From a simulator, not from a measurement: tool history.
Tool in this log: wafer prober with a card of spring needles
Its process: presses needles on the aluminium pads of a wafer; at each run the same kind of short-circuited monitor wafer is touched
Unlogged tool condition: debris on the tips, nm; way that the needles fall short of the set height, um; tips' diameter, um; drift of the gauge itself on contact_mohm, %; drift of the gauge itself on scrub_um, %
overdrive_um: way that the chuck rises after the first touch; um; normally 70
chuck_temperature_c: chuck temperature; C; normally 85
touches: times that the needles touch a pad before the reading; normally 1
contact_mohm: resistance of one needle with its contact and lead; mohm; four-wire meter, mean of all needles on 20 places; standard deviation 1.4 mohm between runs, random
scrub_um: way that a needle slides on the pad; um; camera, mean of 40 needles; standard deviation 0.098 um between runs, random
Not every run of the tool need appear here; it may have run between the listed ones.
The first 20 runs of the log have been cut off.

run	day	overdrive_um	chuck_temperature_c	touches	touches since the tips were cleaned	cleanings since the card got new needles	touches since the first contact's height was set	contact_mohm	scrub_um
# day 6.892: tips cleaned on abrasive film
# day 7.138: tips cleaned on abrasive film
21	7.138	59	28	3	0	72	157477	131	6.06
# day 7.412: tips cleaned on abrasive film
22	7.617	70	100	1	1687	73	161447	236	7.51
# day 7.679: tips cleaned on abrasive film
# day 7.933: tips cleaned on abrasive film
23	8.004	70	34	1	615	75	164659	184	7.27
# day 8.188: tips cleaned on abrasive film
24	8.242	88	34	1	435	76	166588	143	9.54
# day 8.462: tips cleaned on abrasive film
# day 8.712: tips cleaned on abrasive film
25	8.712	88	34	1	0	78	170481	120	9.68
# day 8.958: tips cleaned on abrasive film
26	9.117	88	34	1	1337	79	173842	178	9.45
# day 9.221: tips cleaned on abrasive film
# day 9.483: tips cleaned on abrasive film
27	9.588	88	34	1	852	81	177721	169	9.69
# day 9.754: tips cleaned on abrasive film
# day 10.025: tips cleaned on abrasive film
28	10.033	88	34	1	72	83	181410	132	9.57
29	10.242	88	34	1	1804	83	183142	188	9.68
# day 10.271: tips cleaned on abrasive film
# day 10.521: tips cleaned on abrasive film
30	10.633	70	33	1	943	85	186353	213	7.13
# day 10.775: tips cleaned on abrasive film
31	10.904	69	41	1	1060	86	188591	223	7.11
# day 11.050: tips cleaned on abrasive film
32	11.150	69	67	1	839	87	190624	210	7.21
# day 11.308: tips cleaned on abrasive film
# day 11.558: tips cleaned on abrasive film
33	11.558	70	47	1	0	89	193998	139	7.18

3 ways to go on from here, each from the tool as it stands after run 33. What would each give?
# day 11.808: tips cleaned on abrasive film
A	11.867	70	115	3	494	90	196536	?	?
# day 11.808: tips cleaned on abrasive film
B	11.867	70	85	1	494	90	196536	?	?
# day 11.808: tips cleaned on abrasive film
C	11.867	63	63	2	494	90	196536	?	?

run	contact_mohm	scrub_um
A	156	7.23
B	186	7.33
C	172	6.22
Had the tool no hidden state, the same runs would have come out as:
run	contact_mohm	scrub_um
A	129	8.90
B	128	9.00
C	123	7.87
